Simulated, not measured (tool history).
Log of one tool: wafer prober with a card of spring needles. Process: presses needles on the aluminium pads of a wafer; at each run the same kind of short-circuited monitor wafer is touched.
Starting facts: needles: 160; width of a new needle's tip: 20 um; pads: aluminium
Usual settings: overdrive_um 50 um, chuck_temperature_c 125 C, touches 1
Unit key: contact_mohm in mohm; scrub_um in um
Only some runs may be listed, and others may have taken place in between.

run   hour  overdrive_um  chuck_temperature_c  touches  contact_mohm  scrub_um
  1    0.0            50                  125        1           420     11.47
       1.5  -- tips cleaned on abrasive film
  2    8.7            50                  125        2           362     11.33
      12.0  -- tips cleaned on abrasive film
      22.7  -- tips cleaned on abrasive film
  3   25.8            50                  125        2           333     11.41
      33.3  -- tips cleaned on abrasive film
      43.9  -- tips cleaned on abrasive film
  4   43.9            50                  125        2           297     11.38
      54.3  -- tips cleaned on abrasive film
  5   59.5            50                  125        1           395     11.33
      64.3  -- tips cleaned on abrasive film
      74.4  -- tips cleaned on abrasive film
  6   74.4            64                  125        1           288     14.62
      85.2  -- tips cleaned on abrasive film
  7   85.4            50                  125        1           307     11.40
      96.7  -- tips cleaned on abrasive film
  8  100.2            50                  125        1           373     11.32
     107.7  -- tips cleaned on abrasive film
  9  113.1            50                  125        1           394     11.41
     119.2  -- tips cleaned on abrasive film
 10  122.9            50                  125        1           379     11.36
     129.6  -- tips cleaned on abrasive film
 11  134.3            50                  125        1           392     11.17
     140.3  -- tips cleaned on abrasive film
     150.9  -- tips cleaned on abrasive film
 12  151.1            50                  125        1           306     11.26
     162.1  -- tips cleaned on abrasive film
 13  167.8            32                   88        1           595      7.04
     172.1  -- tips cleaned on abrasive film
     183.6  -- tips cleaned on abrasive film
 14  185.5            57                   79        1           309     12.85
     194.9  -- tips cleaned on abrasive film
 15  201.0            50                  117        2           363     11.04
     205.7  -- tips cleaned on abrasive film
     214.1  -- height of the first contact set anew
 16  215.6            50                   51        1           422     11.80
     217.2  -- tips cleaned on abrasive film
 17  226.7            50                   51        1           421     11.92
     227.6  -- tips cleaned on abrasive film
     237.7  -- tips cleaned on abrasive film
 18  237.7            41                   32        2           280      9.69
     248.4  -- tips cleaned on abrasive film
 19  248.4            41                   32        2           278      9.59
     259.2  -- tips cleaned on abrasive film
 20  260.6            41                   32        2           313      9.69
     269.5  -- tips cleaned on abrasive film
 21  277.4            50                  119        2           363     11.71
     280.1  -- tips cleaned on abrasive film
 22  285.3            50                   78        2           340     11.70
     290.9  -- tips cleaned on abrasive film
 23  295.7            56                   72        2           318     13.20

5 ways to go on from here, each from the tool as it stands after run 23. What would each give?
     301.0  -- tips cleaned on abrasive film
     311.3  -- tips cleaned on abrasive film
  A  313.8            55                  102        2             ?         ?
     301.0  -- tips cleaned on abrasive film
     311.3  -- tips cleaned on abrasive film
  B  313.8            42                   39        2             ?         ?
     301.0  -- tips cleaned on abrasive film
     311.3  -- tips cleaned on abrasive film
  C  313.8            40                   72        2             ?         ?
     301.0  -- tips cleaned on abrasive film
     311.3  -- tips cleaned on abrasive film
  D  313.8            66                  102        2             ?         ?
     301.0  -- tips cleaned on abrasive film
     311.3  -- tips cleaned on abrasive film
  E  313.8            46                   30        2             ?         ?

run  contact_mohm  scrub_um
  A           312     12.88
  B           325      9.90
  C           338      9.33
  D           302     15.55
  E           310     10.75
With the hidden condition removed and each run's random variation left untouched, the same runs would have given:
run  contact_mohm  scrub_um
  A           280     13.02
  B           266     10.04
  C           276      9.47
  D           279     15.70
  E           260     10.89
